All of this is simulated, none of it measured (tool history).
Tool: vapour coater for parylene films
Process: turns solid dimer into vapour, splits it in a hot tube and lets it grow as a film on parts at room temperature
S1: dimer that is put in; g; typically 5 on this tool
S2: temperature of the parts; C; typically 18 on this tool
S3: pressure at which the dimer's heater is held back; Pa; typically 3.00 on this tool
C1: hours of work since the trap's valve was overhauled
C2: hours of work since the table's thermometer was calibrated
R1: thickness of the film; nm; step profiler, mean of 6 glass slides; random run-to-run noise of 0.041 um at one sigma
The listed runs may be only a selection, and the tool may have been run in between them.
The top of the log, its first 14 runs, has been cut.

run 15 hour=206.6 | S1=2 S2=18 S3=4.82 | C1=17 C2=454 | R1=1660
run 16 hour=223.8 | S1=5 S2=18 S3=3.00 | C1=32 C2=468 | R1=4420
run 17 hour=239.4 | S1=9 S2=17 S3=3.00 | C1=45 C2=482 | R1=8140
-- hour=242.3 table's thermometer calibrated
run 18 hour=254.7 | S1=8 S2=26 S3=5.86 | C1=57 C2=11 | R1=5530
run 19 hour=270.8 | S1=6 S2=18 S3=10.97 | C1=71 C2=24 | R1=4310
run 20 hour=284.2 | S1=6 S2=13 S3=3.79 | C1=82 C2=36 | R1=5510
run 21 hour=295.6 | S1=6 S2=13 S3=3.79 | C1=92 C2=45 | R1=5550
run 22 hour=310.3 | S1=6 S2=13 S3=3.79 | C1=105 C2=58 | R1=5510
-- hour=323.9 table's thermometer calibrated, once more
run 23 hour=329.9 | S1=2 S2=23 S3=4.32 | C1=120 C2=5 | R1=1500
run 24 hour=342.1 | S1=2 S2=23 S3=4.32 | C1=131 C2=15 | R1=1550
run 25 hour=361.6 | S1=7 S2=23 S3=5.19 | C1=147 C2=32 | R1=5170
run 26 hour=375.1 | S1=3 S2=23 S3=5.19 | C1=159 C2=43 | R1=2220
run 27 hour=385.9 | S1=3 S2=24 S3=3.00 | C1=168 C2=53 | R1=2340
run 28 hour=398.9 | S1=5 S2=13 S3=4.80 | C1=179 C2=64 | R1=4390
run 29 hour=418.2 | S1=3 S2=13 S3=11.67 | C1=195 C2=80 | R1=2330
run 30 hour=428.8 | S1=9 S2=12 S3=11.67 | C1=204 C2=89 | R1=7080
run 31 hour=445.4 | S1=3 S2=30 S3=2.39 | C1=218 C2=103 | R1=2170

Each row is a separate what-if for the run after 31, all from the same tool condition, not one after another. Results?
run A hour=463.0 | S1=5 S2=21 S3=3.03 | C1=233 C2=118 | R1=?
run B hour=463.0 | S1=7 S2=11 S3=2.12 | C1=233 C2=118 | R1=?
run C hour=463.0 | S1=5 S2=22 S3=7.02 | C1=233 C2=118 | R1=?

run=A R1=4020
run=B R1=7220
run=C R1=3520
Take away the tool's hidden state, keep each run's random variation, and the runs would have read:
run=A R1=4240
run=B R1=7610
run=C R1=3710
